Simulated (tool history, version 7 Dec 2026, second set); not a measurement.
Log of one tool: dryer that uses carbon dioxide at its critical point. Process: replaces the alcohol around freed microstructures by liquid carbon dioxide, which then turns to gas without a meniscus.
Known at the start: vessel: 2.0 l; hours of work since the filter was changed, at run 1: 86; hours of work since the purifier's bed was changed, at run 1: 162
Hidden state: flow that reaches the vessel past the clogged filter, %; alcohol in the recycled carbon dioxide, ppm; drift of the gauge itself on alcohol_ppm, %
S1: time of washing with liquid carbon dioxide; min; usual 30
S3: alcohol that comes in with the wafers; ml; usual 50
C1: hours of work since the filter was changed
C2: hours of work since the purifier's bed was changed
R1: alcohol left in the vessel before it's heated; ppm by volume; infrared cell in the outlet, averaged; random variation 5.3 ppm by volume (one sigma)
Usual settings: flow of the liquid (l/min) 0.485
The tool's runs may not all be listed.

run 1 hour=0 | S1=30 flow_of_the_liquid_(l/min)=0.485 S3=50 | C1=86 C2=162 | R1=170
run 2 hour=6.4 | S1=30 flow_of_the_liquid_(l/min)=0.485 S3=50 | C1=89 C2=165 | R1=161
run 3 hour=12.5 | S1=30 flow_of_the_liquid_(l/min)=0.485 S3=50 | C1=91 C2=167 | R1=160
run 4 hour=16.5 | S1=30 flow_of_the_liquid_(l/min)=0.485 S3=50 | C1=93 C2=169 | R1=164
run 5 hour=24.8 | S1=30 flow_of_the_liquid_(l/min)=0.485 S3=50 | C1=97 C2=173 | R1=165
run 6 hour=32.7 | S1=30 flow_of_the_liquid_(l/min)=0.485 S3=50 | C1=101 C2=177 | R1=171
run 7 hour=39.8 | S1=30 flow_of_the_liquid_(l/min)=0.485 S3=50 | C1=104 C2=180 | R1=166
run 8 hour=45.4 | S1=30 flow_of_the_liquid_(l/min)=0.485 S3=50 | C1=107 C2=183 | R1=170
run 9 hour=53.1 | S1=30 flow_of_the_liquid_(l/min)=0.485 S3=50 | C1=110 C2=186 | R1=173
run 10 hour=62.2 | S1=30 flow_of_the_liquid_(l/min)=0.485 S3=21 | C1=114 C2=190 | R1=101
run 11 hour=66.8 | S1=30 flow_of_the_liquid_(l/min)=0.485 S3=21 | C1=116 C2=192 | R1=97
run 12 hour=75.1 | S1=30 flow_of_the_liquid_(l/min)=0.499 S3=50 | C1=120 C2=196 | R1=155
run 13 hour=83.9 | S1=30 flow_of_the_liquid_(l/min)=0.499 S3=50 | C1=124 C2=200 | R1=151
run 14 hour=91 | S1=30 flow_of_the_liquid_(l/min)=0.499 S3=50 | C1=128 C2=203 | R1=159
run 15 hour=97.7 | S1=30 flow_of_the_liquid_(l/min)=0.499 S3=50 | C1=131 C2=207 | R1=158
run 16 hour=104.1 | S1=30 flow_of_the_liquid_(l/min)=0.499 S3=50 | C1=134 C2=209 | R1=161
run 17 hour=113.1 | S1=30 flow_of_the_liquid_(l/min)=0.499 S3=50 | C1=138 C2=214 | R1=155
run 18 hour=116.9 | S1=30 flow_of_the_liquid_(l/min)=0.499 S3=50 | C1=139 C2=215 | R1=146
run 19 hour=122.6 | S1=30 flow_of_the_liquid_(l/min)=0.499 S3=50 | C1=142 C2=218 | R1=157
run 20 hour=126.9 | S1=30 flow_of_the_liquid_(l/min)=0.508 S3=50 | C1=144 C2=220 | R1=151
run 21 hour=135.5 | S1=30 flow_of_the_liquid_(l/min)=0.508 S3=50 | C1=148 C2=224 | R1=142
run 22 hour=140.4 | S1=30 flow_of_the_liquid_(l/min)=0.508 S3=50 | C1=150 C2=226 | R1=150
run 23 hour=146.4 | S1=30 flow_of_the_liquid_(l/min)=0.508 S3=50 | C1=153 C2=229 | R1=153
run 24 hour=154.3 | S1=30 flow_of_the_liquid_(l/min)=0.425 S3=50 | C1=157 C2=233 | R1=288
run 25 hour=162.4 | S1=30 flow_of_the_liquid_(l/min)=0.512 S3=50 | C1=160 C2=236 | R1=136
run 26 hour=168 | S1=30 flow_of_the_liquid_(l/min)=0.512 S3=38 | C1=163 C2=239 | R1=129
run 27 hour=175 | S1=36 flow_of_the_liquid_(l/min)=0.626 S3=25 | C1=166 C2=242 | R1=67
run 28 hour=180.6 | S1=45 flow_of_the_liquid_(l/min)=0.626 S3=25 | C1=169 C2=245 | R1=61
run 29 hour=185.1 | S1=32 flow_of_the_liquid_(l/min)=0.485 S3=50 | C1=171 C2=247 | R1=148
run 30 hour=192 | S1=32 flow_of_the_liquid_(l/min)=0.485 S3=50 | C1=174 C2=250 | R1=151
run 31 hour=196.7 | S1=21 flow_of_the_liquid_(l/min)=0.797 S3=31 | C1=176 C2=252 | R1=103
run 32 hour=200.5 | S1=26 flow_of_the_liquid_(l/min)=0.358 S3=78 | C1=178 C2=254 | R1=1341
run 33 hour=205.6 | S1=37 flow_of_the_liquid_(l/min)=0.416 S3=40 | C1=180 C2=256 | R1=127
run 34 hour=210.1 | S1=26 flow_of_the_liquid_(l/min)=0.416 S3=31 | C1=182 C2=258 | R1=375
run 35 hour=216.7 | S1=30 flow_of_the_liquid_(l/min)=0.313 S3=50 | C1=185 C2=261 | R1=887
run 36 hour=223.4 | S1=34 flow_of_the_liquid_(l/min)=0.379 S3=89 | C1=188 C2=264 | R1=468
run 37 hour=227.6 | S1=34 flow_of_the_liquid_(l/min)=0.379 S3=37 | C1=190 C2=266 | R1=222
run 38 hour=235.3 | S1=20 flow_of_the_liquid_(l/min)=0.655 S3=58 | C1=194 C2=270 | R1=331
run 39 hour=242.9 | S1=20 flow_of_the_liquid_(l/min)=0.655 S3=58 | C1=197 C2=273 | R1=326
run 40 hour=248.4 | S1=20 flow_of_the_liquid_(l/min)=0.655 S3=58 | C1=200 C2=276 | R1=334
run 41 hour=252.1 | S1=20 flow_of_the_liquid_(l/min)=0.655 S3=58 | C1=202 C2=277 | R1=324
run 42 hour=259.1 | S1=21 flow_of_the_liquid_(l/min)=0.543 S3=21 | C1=205 C2=281 | R1=247
run 43 hour=263.8 | S1=30 flow_of_the_liquid_(l/min)=0.562 S3=103 | C1=207 C2=283 | R1=190
run 44 hour=269.7 | S1=47 flow_of_the_liquid_(l/min)=0.511 S3=50 | C1=210 C2=286 | R1=71
run 45 hour=273.4 | S1=22 flow_of_the_liquid_(l/min)=0.309 S3=36 | C1=211 C2=287 | R1=1610
run 46 hour=277.1 | S1=34 flow_of_the_liquid_(l/min)=0.775 S3=46 | C1=213 C2=289 | R1=69
run 47 hour=281.7 | S1=34 flow_of_the_liquid_(l/min)=0.641 S3=46 | C1=215 C2=291 | R1=72
run 48 hour=288.6 | S1=29 flow_of_the_liquid_(l/min)=0.445 S3=50 | C1=218 C2=294 | R1=317

Forecast each of these 3 alternatives for the next run:
run A hour=295.4 | S1=24 flow_of_the_liquid_(l/min)=0.689 S3=50 | C1=221 C2=297 | R1=?
run B hour=295.4 | S1=45 flow_of_the_liquid_(l/min)=0.485 S3=103 | C1=221 C2=297 | R1=?
run C hour=295.4 | S1=29 flow_of_the_liquid_(l/min)=0.369 S3=50 | C1=221 C2=297 | R1=?

run=A R1=138
run=B R1=96
run=C R1=598
Without the tool's hidden state the same runs would have given:
run=A R1=58
run=B R1=27
run=C R1=451
